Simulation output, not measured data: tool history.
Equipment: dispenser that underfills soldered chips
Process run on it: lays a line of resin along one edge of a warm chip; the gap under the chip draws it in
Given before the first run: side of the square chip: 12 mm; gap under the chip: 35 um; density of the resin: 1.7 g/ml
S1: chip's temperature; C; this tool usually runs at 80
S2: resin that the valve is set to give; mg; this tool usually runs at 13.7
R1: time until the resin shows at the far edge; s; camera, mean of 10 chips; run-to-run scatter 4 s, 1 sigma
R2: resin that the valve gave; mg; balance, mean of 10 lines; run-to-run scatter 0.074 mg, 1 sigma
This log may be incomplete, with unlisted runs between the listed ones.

run,hour,S1,S2,R1,R2
1,0,80,13.7,579.9,13.33
# hour 5.4: new syringe of resin
2,7.5,80,12.5,452.6,12.12
3,16.1,80,12.5,584.7,12.19
# hour 23: new syringe of resin
4,25.5,80,12.5,478.2,12.11
5,35.5,80,16.8,591.9,16.23
# hour 40: new syringe of resin
6,40,80,16.8,420.4,16.02
7,45.1,92,16.8,317.2,16.12
8,52.8,92,16.8,386.8,15.82
# hour 57.6: new syringe of resin
9,59.8,92,16.8,291.5,16
10,69.1,92,16.8,374.3,15.88
# hour 74.9: new syringe of resin
11,77.3,92,12.5,314.8,11.84
12,82.7,92,12.5,361.1,11.83
13,90.9,73,13.7,876,12.93
# hour 92.2: new syringe of resin
14,95.6,73,13.7,623.2,12.84
15,102.9,73,13.7,749.1,12.72
# hour 109.5: new syringe of resin
16,112.8,73,13.7,634.9,12.82
17,122.6,73,13.7,811.5,12.71
# hour 127: new syringe of resin
# hour 128: dispensing valve cleaned and set on the balance
18,133.6,73,13.7,653.6,13.72
19,142.4,73,13.7,814.2,13.58
# hour 145.5: new syringe of resin
20,147.7,78,17.5,499,17.43
21,153,71,13.6,744.1,13.54
22,161.1,71,13.6,912.9,13.55
# hour 163.3: new syringe of resin
23,169.6,92,12,349,11.82
24,176.1,92,12,411.8,11.79
# hour 180.6: new syringe of resin
25,183.8,80,13.2,484.1,13.05
26,192.3,80,13.2,604.2,12.89
# hour 198.4: new syringe of resin
27,202.8,80,13.2,498.9,12.76
28,210.2,94,16.5,366.3,15.94
# hour 216.1: new syringe of resin
29,216.2,87,15.2,346.5,14.67
30,220.4,70,13.7,725,13.18
31,225.4,75,13,686.3,12.44
# hour 233.2: new syringe of resin
32,233.7,88,14.9,342.5,14.32
33,240,83,14.1,481.3,13.51
34,248.4,71,15.4,913.9,14.79
# hour 250.7: new syringe of resin
35,259,80,14.2,554.6,13.44

Here are 4 independent what-if runs from the current tool condition. What would each one return?
A,265.1,80,16.9,?,?
B,265.1,82,17.6,?,?
C,265.1,88,15.5,?,?
D,265.1,94,13.7,?,?

run,R1,R2
A,637.8,15.83
B,593.4,16.49
C,475.3,14.63
D,399.9,12.84
What these runs would have given with no unlogged condition in the tool:
run,R1,R2
A,398.9,16.78
B,372,17.49
C,298.2,15.51
D,250.7,13.62

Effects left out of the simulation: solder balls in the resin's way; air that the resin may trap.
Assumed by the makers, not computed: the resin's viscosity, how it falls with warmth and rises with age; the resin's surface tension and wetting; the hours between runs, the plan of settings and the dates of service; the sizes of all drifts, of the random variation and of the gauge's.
